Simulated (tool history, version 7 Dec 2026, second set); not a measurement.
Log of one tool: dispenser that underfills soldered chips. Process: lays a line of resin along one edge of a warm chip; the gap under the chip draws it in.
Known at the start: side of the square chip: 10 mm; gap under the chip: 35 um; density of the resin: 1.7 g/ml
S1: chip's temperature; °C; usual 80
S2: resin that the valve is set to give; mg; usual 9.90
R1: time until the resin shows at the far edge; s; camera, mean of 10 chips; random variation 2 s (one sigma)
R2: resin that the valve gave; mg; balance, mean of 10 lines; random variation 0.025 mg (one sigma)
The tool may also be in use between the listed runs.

run 1 hour=0.0 | S1=80 S2=9.90 | R1=314.4 R2=9.91
-- hour=1.7 new syringe of resin
run 2 hour=4.7 | S1=80 S2=9.83 | R1=217.1 R2=9.78
run 3 hour=8.1 | S1=80 S2=9.83 | R1=254.8 R2=9.82
-- hour=13.9 new syringe of resin
run 4 hour=14.5 | S1=80 S2=9.90 | R1=189.6 R2=9.87
run 5 hour=18.5 | S1=80 S2=9.90 | R1=231.0 R2=9.92
run 6 hour=23.2 | S1=80 S2=9.90 | R1=288.8 R2=9.83
-- hour=26.0 new syringe of resin
run 7 hour=27.9 | S1=80 S2=9.90 | R1=207.3 R2=9.84
run 8 hour=34.2 | S1=80 S2=9.90 | R1=276.3 R2=9.89
-- hour=38.2 new syringe of resin
run 9 hour=40.8 | S1=80 S2=9.90 | R1=202.8 R2=9.79
run 10 hour=45.4 | S1=80 S2=9.90 | R1=256.8 R2=9.82
-- hour=50.5 new syringe of resin
run 11 hour=50.5 | S1=80 S2=10.18 | R1=185.2 R2=10.03
run 12 hour=54.5 | S1=80 S2=10.18 | R1=230.0 R2=10.06
run 13 hour=58.7 | S1=80 S2=10.18 | R1=278.0 R2=10.11
-- hour=62.6 new syringe of resin
run 14 hour=63.8 | S1=80 S2=10.18 | R1=202.5 R2=10.06
run 15 hour=68.8 | S1=75 S2=9.90 | R1=310.9 R2=9.74
-- hour=74.7 new syringe of resin
run 16 hour=74.7 | S1=75 S2=9.90 | R1=226.7 R2=9.72
run 17 hour=78.9 | S1=75 S2=9.90 | R1=277.9 R2=9.68
run 18 hour=83.0 | S1=80 S2=8.97 | R1=281.5 R2=8.85
-- hour=86.8 new syringe of resin
run 19 hour=86.8 | S1=92 S2=8.97 | R1=119.7 R2=8.79
run 20 hour=91.7 | S1=92 S2=8.97 | R1=150.6 R2=8.80
run 21 hour=96.9 | S1=86 S2=10.17 | R1=240.5 R2=9.98
-- hour=98.9 new syringe of resin
run 22 hour=100.5 | S1=90 S2=9.90 | R1=139.2 R2=9.71
run 23 hour=106.9 | S1=88 S2=9.90 | R1=201.0 R2=9.67
-- hour=111.1 new syringe of resin
run 24 hour=113.0 | S1=88 S2=10.39 | R1=151.8 R2=10.14
run 25 hour=117.1 | S1=88 S2=10.39 | R1=183.9 R2=10.12
-- hour=119.0 dispensing valve cleaned and set on the balance
-- hour=124.1 new syringe of resin
run 26 hour=124.1 | S1=93 S2=9.53 | R1=111.5 R2=9.57
run 27 hour=128.8 | S1=80 S2=8.65 | R1=235.0 R2=8.64
run 28 hour=132.6 | S1=75 S2=8.49 | R1=351.4 R2=8.51
-- hour=136.1 new syringe of resin
run 29 hour=136.3 | S1=75 S2=8.49 | R1=231.1 R2=8.45
run 30 hour=139.8 | S1=80 S2=9.11 | R1=225.2 R2=9.08
run 31 hour=143.7 | S1=91 S2=9.11 | R1=177.1 R2=9.05
-- hour=148.5 new syringe of resin
run 32 hour=149.7 | S1=71 S2=9.88 | R1=284.9 R2=9.81
run 33 hour=156.1 | S1=85 S2=11.43 | R1=217.3 R2=11.36
-- hour=160.7 new syringe of resin
run 34 hour=162.4 | S1=95 S2=11.16 | R1=114.1 R2=11.05
run 35 hour=166.9 | S1=79 S2=10.59 | R1=258.7 R2=10.44

Forecast each of these 3 alternatives for the next run:
run A hour=169.9 | S1=66 S2=8.47 | R1=? R2=?
run B hour=169.9 | S1=82 S2=8.94 | R1=? R2=?
run C hour=169.9 | S1=79 S2=9.04 | R1=? R2=?

run=A R1=531.9 R2=8.41
run=B R1=271.0 R2=8.81
run=C R1=297.9 R2=8.95
Without the tool's hidden state the same runs would have given:
run=A R1=367.8 R2=8.50
run=B R1=186.1 R2=8.90
run=C R1=204.8 R2=9.05

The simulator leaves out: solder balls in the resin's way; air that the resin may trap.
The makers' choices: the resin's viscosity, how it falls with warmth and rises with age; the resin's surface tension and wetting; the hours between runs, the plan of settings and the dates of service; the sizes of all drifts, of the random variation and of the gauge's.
